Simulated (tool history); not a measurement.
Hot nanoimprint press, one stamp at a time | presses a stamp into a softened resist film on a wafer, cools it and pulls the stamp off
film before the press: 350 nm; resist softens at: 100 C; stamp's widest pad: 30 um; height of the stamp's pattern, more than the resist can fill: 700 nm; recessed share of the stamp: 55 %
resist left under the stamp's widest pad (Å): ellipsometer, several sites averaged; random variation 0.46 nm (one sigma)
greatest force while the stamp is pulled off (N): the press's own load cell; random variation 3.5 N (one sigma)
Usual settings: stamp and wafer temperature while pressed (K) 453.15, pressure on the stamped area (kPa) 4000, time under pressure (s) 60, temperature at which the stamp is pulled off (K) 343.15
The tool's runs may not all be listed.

run	day	stamp and wafer temperature while pressed (K)	pressure on the stamped area (kPa)	time under pressure (s)	temperature at which the stamp is pulled off (K)	resist left under the stamp's widest pad (Å)	greatest force while the stamp is pulled off (N)
1	0.000	453.15	4000	60	343.15	2013	165
2	2.838	453.15	4000	60	343.15	2017	171
3	5.829	453.15	4000	60	338.15	2019	188
4	9.167	453.15	4000	60	338.15	2031	185
# day 10.021: press's hydraulic seals changed and the load cell set to zero
5	12.812	453.15	4000	30	343.15	2464	173
6	16.288	445.15	4000	30	343.15	2832	173
# day 17.242: stamp cleaned and given a new release coat
# day 18.492: plate thermocouple calibrated
7	20.658	445.15	4000	30	343.15	2848	172
8	24.546	445.15	4000	30	343.15	2847	169
9	28.488	453.15	4000	60	343.15	2035	172
10	32.688	457.15	4950	53	345.15	1745	164
# day 34.621: stamp cleaned and given a new release coat
11	36.892	457.15	4950	53	345.15	1737	163
12	39.867	455.15	4000	112	335.15	1575	193
# day 41.979: plate thermocouple calibrated
13	43.179	453.15	4350	49	333.15	2106	198
# day 46.533: press's hydraulic seals changed and the load cell set to zero
14	46.817	453.15	4350	92	333.15	1721	196
15	49.633	464.15	4350	92	333.15	1257	204
# day 52.029: stamp cleaned and given a new release coat
16	52.054	442.15	4350	110	333.15	2226	201
17	55.892	461.15	4000	60	343.15	1672	168
18	58.671	454.15	4000	60	343.15	2005	172

5 ways to go on from here, each from the tool as it stands after run 18. What would each give?
A	60.475	454.15	2960	37	337.15	?	?
B	60.475	453.15	4000	60	343.15	?	?
C	60.475	456.15	4000	60	343.15	?	?
D	60.475	454.15	4420	60	343.15	?	?
E	60.475	454.15	4000	87	343.15	?	?

run	resist left under the stamp's widest pad (Å)	greatest force while the stamp is pulled off (N)
A	2567	177
B	2064	168
C	1909	170
D	1922	171
E	1776	168
Without the tool's hidden state the same runs would have given:
run	resist left under the stamp's widest pad (Å)	greatest force while the stamp is pulled off (N)
A	2516	176
B	2023	167
C	1871	169
D	1884	170
E	1742	167
